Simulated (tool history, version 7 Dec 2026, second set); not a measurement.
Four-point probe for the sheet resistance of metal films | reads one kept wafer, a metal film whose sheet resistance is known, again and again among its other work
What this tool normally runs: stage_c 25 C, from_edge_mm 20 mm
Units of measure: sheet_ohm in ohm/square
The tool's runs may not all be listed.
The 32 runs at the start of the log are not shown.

Run 33, hour 1603.3: usual settings but stage_c 27 C, from_edge_mm 30 mm. Result: sheet_ohm 27.859115 ohm/square.
Run 34, hour 1654.7: usual settings but stage_c 27 C, from_edge_mm 30 mm. Result: sheet_ohm 27.852004 ohm/square.
Run 35, hour 1703.3: usual settings but stage_c 32 C, from_edge_mm 73 mm. Result: sheet_ohm 27.800526 ohm/square.
Run 36, hour 1736.5: usual settings but from_edge_mm 40 mm. Result: sheet_ohm 27.868573 ohm/square.
Run 37, hour 1786.1: usual settings but from_edge_mm 40 mm. Result: sheet_ohm 27.885407 ohm/square.
Run 38, hour 1825.6: usual settings but stage_c 34 C, from_edge_mm 3 mm. Result: sheet_ohm 28.195026 ohm/square.
Run 39, hour 1866.2: usual settings but stage_c 27 C, from_edge_mm 7 mm. Result: sheet_ohm 27.93574 ohm/square.
Run 40, hour 1929.7: usual settings but from_edge_mm 8 mm. Result: sheet_ohm 27.93653 ohm/square.
Run 41, hour 1974.4: usual settings but from_edge_mm 8 mm. Result: sheet_ohm 27.935711 ohm/square.
Run 42, hour 2034.4: usual settings but stage_c 31 C, from_edge_mm 4 mm. Result: sheet_ohm 28.052309 ohm/square.
Run 43, hour 2071.2: usual settings but from_edge_mm 41 mm. Result: sheet_ohm 27.883155 ohm/square.
Run 44, hour 2119.1: usual settings but stage_c 29 C. Result: sheet_ohm 27.858722 ohm/square.
Run 45, hour 2179.9: usual settings but stage_c 29 C. Result: sheet_ohm 27.858753 ohm/square.

4 options for the next run, each taken on its own from the tool as it stands now. Forecast them:
Run A, hour 2238.7: usual settings but stage_c 27 C. Result: sheet_ohm ?.
Run B, hour 2238.7: usual settings but stage_c 23 C, from_edge_mm 24 mm. Result: sheet_ohm ?.
Run C, hour 2238.7: usual settings but stage_c 35 C, from_edge_mm 11 mm. Result: sheet_ohm ?.
Run D, hour 2238.7: usual settings but from_edge_mm 14 mm. Result: sheet_ohm ?.

run  sheet_ohm
  A  27.889162
  B  27.931204
  C   27.81937
  D  27.916663
With the hidden condition removed and each run's random variation left untouched, the same runs would have given:
run  sheet_ohm
  A  27.731668
  B  27.773175
  C  27.662847
  D   27.75887
